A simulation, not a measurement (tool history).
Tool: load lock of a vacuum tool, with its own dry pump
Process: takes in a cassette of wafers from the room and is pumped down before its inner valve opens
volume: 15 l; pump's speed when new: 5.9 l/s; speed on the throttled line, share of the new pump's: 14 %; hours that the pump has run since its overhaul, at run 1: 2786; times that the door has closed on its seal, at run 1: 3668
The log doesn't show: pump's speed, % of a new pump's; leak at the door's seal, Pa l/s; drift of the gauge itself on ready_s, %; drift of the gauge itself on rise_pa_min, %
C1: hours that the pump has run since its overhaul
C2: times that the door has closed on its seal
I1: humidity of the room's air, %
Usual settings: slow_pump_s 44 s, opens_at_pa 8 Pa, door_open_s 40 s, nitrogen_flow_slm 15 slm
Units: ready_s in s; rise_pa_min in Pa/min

{"run": 1, "hour": 0.0, "slow_pump_s": 44, "opens_at_pa": 8, "door_open_s": 40, "nitrogen_flow_slm": 15, "C1": 2786, "C2": 3668, "I1": 46.2, "ready_s": 64.1, "rise_pa_min": 0.069}
{"run": 2, "hour": 71.1, "slow_pump_s": 44, "opens_at_pa": 8, "door_open_s": 117, "nitrogen_flow_slm": 15, "C1": 2857, "C2": 3858, "I1": 44.8, "ready_s": 63.7, "rise_pa_min": 0.103}
{"run": 3, "hour": 143.5, "slow_pump_s": 44, "opens_at_pa": 11, "door_open_s": 40, "nitrogen_flow_slm": 15, "C1": 2930, "C2": 4052, "I1": 44, "ready_s": 63.2, "rise_pa_min": 0.062}
{"run": 4, "hour": 277.0, "slow_pump_s": 44, "opens_at_pa": 8, "door_open_s": 40, "nitrogen_flow_slm": 15, "C1": 3063, "C2": 4409, "I1": 43.3, "ready_s": 63.2, "rise_pa_min": 0.06}
{"run": 5, "hour": 405.5, "slow_pump_s": 44, "opens_at_pa": 14, "door_open_s": 40, "nitrogen_flow_slm": 15, "C1": 3192, "C2": 4752, "I1": 41, "ready_s": 61.7, "rise_pa_min": 0.059}
{"run": 6, "hour": 519.8, "slow_pump_s": 44, "opens_at_pa": 14, "door_open_s": 40, "nitrogen_flow_slm": 15, "C1": 3306, "C2": 5058, "I1": 46.1, "ready_s": 62, "rise_pa_min": 0.069}
{"run": 7, "hour": 621.6, "slow_pump_s": 44, "opens_at_pa": 8, "door_open_s": 40, "nitrogen_flow_slm": 15, "C1": 3408, "C2": 5330, "I1": 44.5, "ready_s": 65.4, "rise_pa_min": 0.066}
{"run": 8, "hour": 755.3, "slow_pump_s": 44, "opens_at_pa": 9, "door_open_s": 40, "nitrogen_flow_slm": 15, "C1": 3541, "C2": 5688, "I1": 45.5, "ready_s": 63.9, "rise_pa_min": 0.064}
{"run": 9, "hour": 828.3, "slow_pump_s": 44, "opens_at_pa": 8, "door_open_s": 40, "nitrogen_flow_slm": 15, "C1": 3614, "C2": 5883, "I1": 46.2, "ready_s": 64.5, "rise_pa_min": 0.069}
{"run": 10, "hour": 959.5, "slow_pump_s": 44, "opens_at_pa": 8, "door_open_s": 40, "nitrogen_flow_slm": 15, "C1": 3746, "C2": 6234, "I1": 45, "ready_s": 64.1, "rise_pa_min": 0.073}
{"run": 11, "hour": 1042.3, "slow_pump_s": 44, "opens_at_pa": 8, "door_open_s": 40, "nitrogen_flow_slm": 15, "C1": 3828, "C2": 6456, "I1": 44.2, "ready_s": 64.3, "rise_pa_min": 0.07}
{"run": 12, "hour": 1122.1, "slow_pump_s": 62, "opens_at_pa": 8, "door_open_s": 40, "nitrogen_flow_slm": 15, "C1": 3908, "C2": 6669, "I1": 43.9, "ready_s": 79.1, "rise_pa_min": 0.066}
{"run": 13, "hour": 1189.2, "slow_pump_s": 62, "opens_at_pa": 8, "door_open_s": 40, "nitrogen_flow_slm": 15, "C1": 3975, "C2": 6849, "I1": 47.2, "ready_s": 77.6, "rise_pa_min": 0.067}
{"run": 14, "hour": 1318.4, "slow_pump_s": 44, "opens_at_pa": 8, "door_open_s": 40, "nitrogen_flow_slm": 9, "C1": 4104, "C2": 7194, "I1": 46, "ready_s": 64, "rise_pa_min": 0.077}
{"run": 15, "hour": 1389.2, "slow_pump_s": 44, "opens_at_pa": 8, "door_open_s": 40, "nitrogen_flow_slm": 9, "C1": 4175, "C2": 7383, "I1": 43.4, "ready_s": 64.1, "rise_pa_min": 0.07}
{"run": 16, "hour": 1484.3, "slow_pump_s": 44, "opens_at_pa": 8, "door_open_s": 40, "nitrogen_flow_slm": 15, "C1": 4270, "C2": 7638, "I1": 46.6, "ready_s": 64, "rise_pa_min": 0.069}
{"run": 17, "hour": 1580.2, "slow_pump_s": 44, "opens_at_pa": 8, "door_open_s": 40, "nitrogen_flow_slm": 15, "C1": 4366, "C2": 7894, "I1": 44.3, "ready_s": 63.8, "rise_pa_min": 0.065}
{"run": 18, "hour": 1712.7, "slow_pump_s": 44, "opens_at_pa": 8, "door_open_s": 40, "nitrogen_flow_slm": 15, "C1": 4499, "C2": 8249, "I1": 42.8, "ready_s": 63.8, "rise_pa_min": 0.063}
{"run": 19, "hour": 1822.7, "slow_pump_s": 44, "opens_at_pa": 8, "door_open_s": 40, "nitrogen_flow_slm": 15, "C1": 4609, "C2": 8543, "I1": 44.3, "ready_s": 64.3, "rise_pa_min": 0.063}
{"run": 20, "hour": 1897.0, "slow_pump_s": 44, "opens_at_pa": 8, "door_open_s": 40, "nitrogen_flow_slm": 15, "C1": 4683, "C2": 8742, "I1": 41.9, "ready_s": 65.2, "rise_pa_min": 0.065}
{"run": 21, "hour": 2019.0, "slow_pump_s": 39, "opens_at_pa": 6, "door_open_s": 123, "nitrogen_flow_slm": 31, "C1": 4805, "C2": 9068, "I1": 40.6, "ready_s": 61.1, "rise_pa_min": 0.067}
{"run": 22, "hour": 2102.8, "slow_pump_s": 44, "opens_at_pa": 14, "door_open_s": 52, "nitrogen_flow_slm": 8, "C1": 4889, "C2": 9292, "I1": 45.7, "ready_s": 63.1, "rise_pa_min": 0.088}
{"run": 23, "hour": 2230.0, "slow_pump_s": 44, "opens_at_pa": 14, "door_open_s": 52, "nitrogen_flow_slm": 8, "C1": 5016, "C2": 9632, "I1": 43.6, "ready_s": 62.6, "rise_pa_min": 0.076}
{"run": 24, "hour": 2358.9, "slow_pump_s": 34, "opens_at_pa": 8, "door_open_s": 66, "nitrogen_flow_slm": 15, "C1": 5145, "C2": 9977, "I1": 45, "ready_s": 56.2, "rise_pa_min": 0.085}
{"run": 25, "hour": 2459.4, "slow_pump_s": 34, "opens_at_pa": 8, "door_open_s": 66, "nitrogen_flow_slm": 15, "C1": 5245, "C2": 10246, "I1": 41.3, "ready_s": 55.8, "rise_pa_min": 0.081}
{"run": 26, "hour": 2520.8, "slow_pump_s": 41, "opens_at_pa": 8, "door_open_s": 135, "nitrogen_flow_slm": 26, "C1": 5307, "C2": 10410, "I1": 43.2, "ready_s": 62.5, "rise_pa_min": 0.085}
{"run": 27, "hour": 2661.9, "slow_pump_s": 41, "opens_at_pa": 8, "door_open_s": 135, "nitrogen_flow_slm": 26, "C1": 5448, "C2": 10787, "I1": 44.5, "ready_s": 62.9, "rise_pa_min": 0.099}
{"run": 28, "hour": 2789.6, "slow_pump_s": 64, "opens_at_pa": 8, "door_open_s": 135, "nitrogen_flow_slm": 26, "C1": 5576, "C2": 11129, "I1": 43.8, "ready_s": 81.3, "rise_pa_min": 0.092}
{"run": 29, "hour": 2935.6, "slow_pump_s": 64, "opens_at_pa": 8, "door_open_s": 135, "nitrogen_flow_slm": 26, "C1": 5722, "C2": 11520, "I1": 45.7, "ready_s": 82.2, "rise_pa_min": 0.092}
{"run": 30, "hour": 3019.6, "slow_pump_s": 44, "opens_at_pa": 8, "door_open_s": 88, "nitrogen_flow_slm": 19, "C1": 5806, "C2": 11744, "I1": 43.3, "ready_s": 65.1, "rise_pa_min": 0.088}
{"run": 31, "hour": 3108.7, "slow_pump_s": 44, "opens_at_pa": 13, "door_open_s": 26, "nitrogen_flow_slm": 19, "C1": 5895, "C2": 11983, "I1": 46, "ready_s": 63.8, "rise_pa_min": 0.06}
{"run": 32, "hour": 3242.8, "slow_pump_s": 73, "opens_at_pa": 6, "door_open_s": 31, "nitrogen_flow_slm": 11, "C1": 6029, "C2": 12341, "I1": 45.6, "ready_s": 90.7, "rise_pa_min": 0.073}
{"run": 33, "hour": 3382.7, "slow_pump_s": 77, "opens_at_pa": 15, "door_open_s": 211, "nitrogen_flow_slm": 8, "C1": 6169, "C2": 12715, "I1": 47.2, "ready_s": 90.3, "rise_pa_min": 0.164}
{"run": 34, "hour": 3474.1, "slow_pump_s": 24, "opens_at_pa": 9, "door_open_s": 40, "nitrogen_flow_slm": 15, "C1": 6260, "C2": 12960, "I1": 47.5, "ready_s": 48.3, "rise_pa_min": 0.077}
{"run": 35, "hour": 3533.7, "slow_pump_s": 24, "opens_at_pa": 9, "door_open_s": 40, "nitrogen_flow_slm": 15, "C1": 6320, "C2": 13119, "I1": 43.2, "ready_s": 48.3, "rise_pa_min": 0.072}
{"run": 36, "hour": 3663.6, "slow_pump_s": 66, "opens_at_pa": 8, "door_open_s": 51, "nitrogen_flow_slm": 15, "C1": 6450, "C2": 13467, "I1": 48.4, "ready_s": 83.8, "rise_pa_min": 0.084}
{"run": 37, "hour": 3766.8, "slow_pump_s": 66, "opens_at_pa": 9, "door_open_s": 51, "nitrogen_flow_slm": 5, "C1": 6553, "C2": 13743, "I1": 44.6, "ready_s": 83.6, "rise_pa_min": 0.095}
{"run": 38, "hour": 3859.8, "slow_pump_s": 44, "opens_at_pa": 15, "door_open_s": 29, "nitrogen_flow_slm": 9, "C1": 6646, "C2": 13991, "I1": 44.2, "ready_s": 63.2, "rise_pa_min": 0.073}

Hidden state or all else? Some run-to-run changes of ready_s, split into what the settings, what came in and random variation would give without the hidden state, and what is left for the hidden state (with any gauge scatter that isn't in both results):
Run 29 -> 30: slow_pump_s 64 -> 44, door_open_s 135 -> 88, nitrogen_flow_slm 26 -> 19. ready_s -17.1 s: hidden state +0.7, all else -17.8.
Run 31 -> 32: slow_pump_s 44 -> 73, opens_at_pa 13 -> 6, door_open_s 26 -> 31, nitrogen_flow_slm 19 -> 11. ready_s +26.9 s: hidden state -0.3, all else +27.2.
Run 33 -> 34: slow_pump_s 77 -> 24, opens_at_pa 15 -> 9, door_open_s 211 -> 40, nitrogen_flow_slm 8 -> 15. ready_s -42 s: hidden state +1.8, all else -43.8.
Run 35 -> 36: slow_pump_s 24 -> 66, opens_at_pa 9 -> 8, door_open_s 40 -> 51. ready_s +35.5 s: hidden state -1, all else +36.5.
